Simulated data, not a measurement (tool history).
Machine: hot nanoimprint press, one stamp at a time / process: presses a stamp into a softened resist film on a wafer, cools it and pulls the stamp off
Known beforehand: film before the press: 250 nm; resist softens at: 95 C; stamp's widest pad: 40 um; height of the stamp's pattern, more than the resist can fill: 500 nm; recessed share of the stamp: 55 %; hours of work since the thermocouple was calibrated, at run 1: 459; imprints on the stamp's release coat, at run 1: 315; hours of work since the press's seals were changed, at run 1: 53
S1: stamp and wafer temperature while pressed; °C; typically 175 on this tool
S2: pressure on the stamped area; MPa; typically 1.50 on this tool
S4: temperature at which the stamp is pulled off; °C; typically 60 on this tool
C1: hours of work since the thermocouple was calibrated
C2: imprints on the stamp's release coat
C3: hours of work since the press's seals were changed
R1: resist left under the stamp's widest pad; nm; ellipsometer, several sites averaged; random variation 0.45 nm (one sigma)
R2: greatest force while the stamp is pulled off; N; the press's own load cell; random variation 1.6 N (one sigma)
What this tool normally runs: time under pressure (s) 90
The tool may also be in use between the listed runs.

{"run": 1, "hour": 0.0, "S1": 175, "S2": 1.5, "time under pressure (s)": 90, "S4": 60, "C1": 459, "C2": 315, "C3": 53, "R1": 132.3, "R2": 166}
{"run": 2, "hour": 5.9, "S1": 175, "S2": 1.5, "time under pressure (s)": 90, "S4": 60, "C1": 463, "C2": 333, "C3": 57, "R1": 132.2, "R2": 167}
{"run": 3, "hour": 12.2, "S1": 182, "S2": 1.5, "time under pressure (s)": 90, "S4": 60, "C1": 467, "C2": 353, "C3": 61, "R1": 106.7, "R2": 167}
{"run": 4, "hour": 20.0, "S1": 182, "S2": 1.5, "time under pressure (s)": 90, "S4": 60, "C1": 472, "C2": 376, "C3": 66, "R1": 106.1, "R2": 167}
{"run": 5, "hour": 27.9, "S1": 182, "S2": 1.5, "time under pressure (s)": 90, "S4": 60, "C1": 477, "C2": 401, "C3": 71, "R1": 107.0, "R2": 170}
{"run": 6, "hour": 33.5, "S1": 175, "S2": 1.5, "time under pressure (s)": 90, "S4": 60, "C1": 480, "C2": 418, "C3": 74, "R1": 132.5, "R2": 171}
{"run": 7, "hour": 41.0, "S1": 175, "S2": 1.5, "time under pressure (s)": 90, "S4": 60, "C1": 485, "C2": 441, "C3": 79, "R1": 132.2, "R2": 169}
{"run": 8, "hour": 47.4, "S1": 175, "S2": 1.5, "time under pressure (s)": 47, "S4": 60, "C1": 489, "C2": 461, "C3": 83, "R1": 162.7, "R2": 172}
{"run": 9, "hour": 52.1, "S1": 175, "S2": 1.5, "time under pressure (s)": 90, "S4": 60, "C1": 491, "C2": 476, "C3": 86, "R1": 132.0, "R2": 172}
{"run": 10, "hour": 57.2, "S1": 175, "S2": 1.5, "time under pressure (s)": 90, "S4": 60, "C1": 495, "C2": 491, "C3": 89, "R1": 132.2, "R2": 169}
{"hour": 70.1, "done": "stamp cleaned and given a new release coat"}
{"run": 11, "hour": 72.1, "S1": 175, "S2": 1.5, "time under pressure (s)": 90, "S4": 60, "C1": 500, "C2": 6, "C3": 94, "R1": 132.7, "R2": 158}
{"run": 12, "hour": 77.9, "S1": 175, "S2": 1.5, "time under pressure (s)": 90, "S4": 60, "C1": 504, "C2": 24, "C3": 98, "R1": 132.3, "R2": 160}
{"hour": 81.5, "done": "plate thermocouple calibrated"}
{"run": 13, "hour": 90.1, "S1": 175, "S2": 1.5, "time under pressure (s)": 90, "S4": 60, "C1": 5, "C2": 52, "C3": 103, "R1": 128.8, "R2": 157}
{"hour": 101.1, "done": "plate thermocouple calibrated, once more"}
{"run": 14, "hour": 104.0, "S1": 175, "S2": 1.5, "time under pressure (s)": 90, "S4": 50, "C1": 2, "C2": 86, "C3": 110, "R1": 137.2, "R2": 170}
{"run": 15, "hour": 113.8, "S1": 175, "S2": 1.5, "time under pressure (s)": 90, "S4": 59, "C1": 8, "C2": 116, "C3": 116, "R1": 137.7, "R2": 163}
{"run": 16, "hour": 122.0, "S1": 186, "S2": 2.06, "time under pressure (s)": 77, "S4": 66, "C1": 13, "C2": 142, "C3": 121, "R1": 90.9, "R2": 156}
{"run": 17, "hour": 129.1, "S1": 186, "S2": 2.06, "time under pressure (s)": 77, "S4": 66, "C1": 17, "C2": 164, "C3": 126, "R1": 90.4, "R2": 159}
{"run": 18, "hour": 138.3, "S1": 177, "S2": 0.9, "time under pressure (s)": 143, "S4": 66, "C1": 23, "C2": 192, "C3": 131, "R1": 133.1, "R2": 159}
{"run": 19, "hour": 147.8, "S1": 177, "S2": 0.98, "time under pressure (s)": 80, "S4": 66, "C1": 29, "C2": 222, "C3": 137, "R1": 156.4, "R2": 159}
{"run": 20, "hour": 158.1, "S1": 181, "S2": 1.36, "time under pressure (s)": 80, "S4": 48, "C1": 35, "C2": 253, "C3": 143, "R1": 123.7, "R2": 176}
{"run": 21, "hour": 163.2, "S1": 178, "S2": 2.21, "time under pressure (s)": 124, "S4": 60, "C1": 38, "C2": 269, "C3": 147, "R1": 94.2, "R2": 167}
{"run": 22, "hour": 174.1, "S1": 175, "S2": 1.6, "time under pressure (s)": 90, "S4": 60, "C1": 45, "C2": 303, "C3": 153, "R1": 133.4, "R2": 170}
{"run": 23, "hour": 181.1, "S1": 169, "S2": 1.91, "time under pressure (s)": 90, "S4": 57, "C1": 49, "C2": 324, "C3": 158, "R1": 150.8, "R2": 170}
{"run": 24, "hour": 190.0, "S1": 169, "S2": 1.91, "time under pressure (s)": 90, "S4": 57, "C1": 55, "C2": 352, "C3": 163, "R1": 150.0, "R2": 168}
{"run": 25, "hour": 194.9, "S1": 169, "S2": 1.91, "time under pressure (s)": 90, "S4": 57, "C1": 58, "C2": 367, "C3": 166, "R1": 150.4, "R2": 172}
{"run": 26, "hour": 202.3, "S1": 169, "S2": 1.91, "time under pressure (s)": 90, "S4": 57, "C1": 62, "C2": 390, "C3": 171, "R1": 150.1, "R2": 170}
{"run": 27, "hour": 212.8, "S1": 175, "S2": 2.03, "time under pressure (s)": 90, "S4": 60, "C1": 69, "C2": 422, "C3": 177, "R1": 122.2, "R2": 172}
{"run": 28, "hour": 219.1, "S1": 185, "S2": 1.44, "time under pressure (s)": 53, "S4": 60, "C1": 73, "C2": 442, "C3": 181, "R1": 125.9, "R2": 170}
{"run": 29, "hour": 228.6, "S1": 185, "S2": 1.44, "time under pressure (s)": 53, "S4": 60, "C1": 79, "C2": 471, "C3": 187, "R1": 126.3, "R2": 174}
{"run": 30, "hour": 234.9, "S1": 185, "S2": 1.44, "time under pressure (s)": 53, "S4": 60, "C1": 82, "C2": 491, "C3": 191, "R1": 126.6, "R2": 171}

Below, some changes in R1 between adjacent runs. For each, the amount present without the hidden state too (settings, incoming material, random variation) and the amount remaining for the hidden state with gauge scatter not shared by both compared results:
Hidden state at play: true temperature over the reading, C; pressure that arrives at the usual setting, %; grip of the stamp's worn release coat, % over a new coat's; drift of the gauge itself on residual_nm, %; drift of the gauge itself on pull_off_n, %.
Run 5 -> 6: S1 182 -> 175. R1 +25.5 nm: hidden state -1.0, all else +26.5.
Run 12 -> 13: plate thermocouple calibrated. R1 -3.5 nm: hidden state -3.1, all else -0.4.
Run 13 -> 14: S4 60 -> 50, plate thermocouple calibrated, once more. R1 +8.4 nm: hidden state +8.3, all else +0.1.
Run 15 -> 16: S1 175 -> 186, S2 1.50 -> 2.06, time under pressure (s) 90 -> 77, S4 59 -> 66. R1 -46.8 nm: hidden state +0.1, all else -46.9.
Run 17 -> 18: S1 186 -> 177, S2 2.06 -> 0.90, time under pressure (s) 77 -> 143. R1 +42.7 nm: hidden state -0.3, all else +43.0.
Run 21 -> 22: S1 178 -> 175, S2 2.21 -> 1.60, time under pressure (s) 124 -> 90. R1 +39.2 nm: hidden state -0.3, all else +39.5.
